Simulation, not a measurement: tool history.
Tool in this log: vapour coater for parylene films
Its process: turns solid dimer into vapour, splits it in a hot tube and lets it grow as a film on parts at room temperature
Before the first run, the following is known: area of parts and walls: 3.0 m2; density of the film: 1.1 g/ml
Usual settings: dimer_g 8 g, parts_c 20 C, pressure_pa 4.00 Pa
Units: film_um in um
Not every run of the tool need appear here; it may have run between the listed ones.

{"run": 1, "hour": 0.0, "dimer_g": 8, "parts_c": 20, "pressure_pa": 4.0, "film_um": 1.29}
{"run": 2, "hour": 54.4, "dimer_g": 8, "parts_c": 20, "pressure_pa": 4.0, "film_um": 1.303}
{"run": 3, "hour": 100.6, "dimer_g": 12, "parts_c": 20, "pressure_pa": 4.0, "film_um": 1.923}
{"run": 4, "hour": 172.1, "dimer_g": 8, "parts_c": 14, "pressure_pa": 4.0, "film_um": 1.418}
{"run": 5, "hour": 225.6, "dimer_g": 4, "parts_c": 20, "pressure_pa": 4.0, "film_um": 0.646}
{"run": 6, "hour": 299.1, "dimer_g": 4, "parts_c": 20, "pressure_pa": 4.0, "film_um": 0.628}
{"hour": 310.9, "done": "trap's valve overhauled"}
{"run": 7, "hour": 367.3, "dimer_g": 8, "parts_c": 20, "pressure_pa": 4.0, "film_um": 1.344}
{"hour": 389.4, "done": "table's thermometer calibrated"}
{"run": 8, "hour": 428.4, "dimer_g": 8, "parts_c": 20, "pressure_pa": 4.0, "film_um": 1.316}
{"run": 9, "hour": 461.5, "dimer_g": 3, "parts_c": 20, "pressure_pa": 4.0, "film_um": 0.488}
{"run": 10, "hour": 528.6, "dimer_g": 6, "parts_c": 20, "pressure_pa": 4.0, "film_um": 0.964}
{"run": 11, "hour": 597.0, "dimer_g": 6, "parts_c": 20, "pressure_pa": 4.0, "film_um": 0.959}
{"run": 12, "hour": 643.1, "dimer_g": 6, "parts_c": 20, "pressure_pa": 4.0, "film_um": 0.963}
{"run": 13, "hour": 703.2, "dimer_g": 6, "parts_c": 20, "pressure_pa": 4.0, "film_um": 0.951}
{"run": 14, "hour": 775.1, "dimer_g": 8, "parts_c": 20, "pressure_pa": 4.0, "film_um": 1.247}
{"hour": 836.0, "done": "trap's valve overhauled"}
{"run": 15, "hour": 837.1, "dimer_g": 8, "parts_c": 25, "pressure_pa": 3.39, "film_um": 1.269}
{"run": 16, "hour": 894.6, "dimer_g": 5, "parts_c": 20, "pressure_pa": 4.62, "film_um": 0.821}
{"run": 17, "hour": 932.3, "dimer_g": 7, "parts_c": 14, "pressure_pa": 9.37, "film_um": 1.136}
{"run": 18, "hour": 1010.1, "dimer_g": 3, "parts_c": 17, "pressure_pa": 9.37, "film_um": 0.453}
{"run": 19, "hour": 1055.1, "dimer_g": 3, "parts_c": 17, "pressure_pa": 9.37, "film_um": 0.455}
{"run": 20, "hour": 1102.5, "dimer_g": 9, "parts_c": 20, "pressure_pa": 9.21, "film_um": 1.267}
{"run": 21, "hour": 1162.9, "dimer_g": 5, "parts_c": 18, "pressure_pa": 2.51, "film_um": 0.896}
{"run": 22, "hour": 1201.0, "dimer_g": 5, "parts_c": 16, "pressure_pa": 4.0, "film_um": 0.849}
{"run": 23, "hour": 1273.7, "dimer_g": 8, "parts_c": 19, "pressure_pa": 4.0, "film_um": 1.286}
{"run": 24, "hour": 1314.9, "dimer_g": 8, "parts_c": 32, "pressure_pa": 2.42, "film_um": 1.098}
{"hour": 1361.6, "done": "trap's valve overhauled"}
{"run": 25, "hour": 1372.8, "dimer_g": 8, "parts_c": 32, "pressure_pa": 2.42, "film_um": 1.172}
{"run": 26, "hour": 1442.1, "dimer_g": 8, "parts_c": 32, "pressure_pa": 2.42, "film_um": 1.169}
{"run": 27, "hour": 1512.2, "dimer_g": 8, "parts_c": 32, "pressure_pa": 2.42, "film_um": 1.158}
{"run": 28, "hour": 1582.0, "dimer_g": 8, "parts_c": 19, "pressure_pa": 4.41, "film_um": 1.296}

Alternative continuations, all from the tool just after run 28; predict every row:
{"run": "A", "hour": 1647.8, "dimer_g": 8, "parts_c": 31, "pressure_pa": 2.52, "film_um": "?"}
{"run": "B", "hour": 1647.8, "dimer_g": 7, "parts_c": 25, "pressure_pa": 6.24, "film_um": "?"}
{"run": "C", "hour": 1647.8, "dimer_g": 8, "parts_c": 23, "pressure_pa": 2.85, "film_um": "?"}

run=A film_um=1.150
run=B film_um=0.961
run=C film_um=1.297
With the hidden condition removed and each run's random variation left untouched, the same runs would have given:
run=A film_um=1.195
run=B film_um=0.999
run=C film_um=1.347
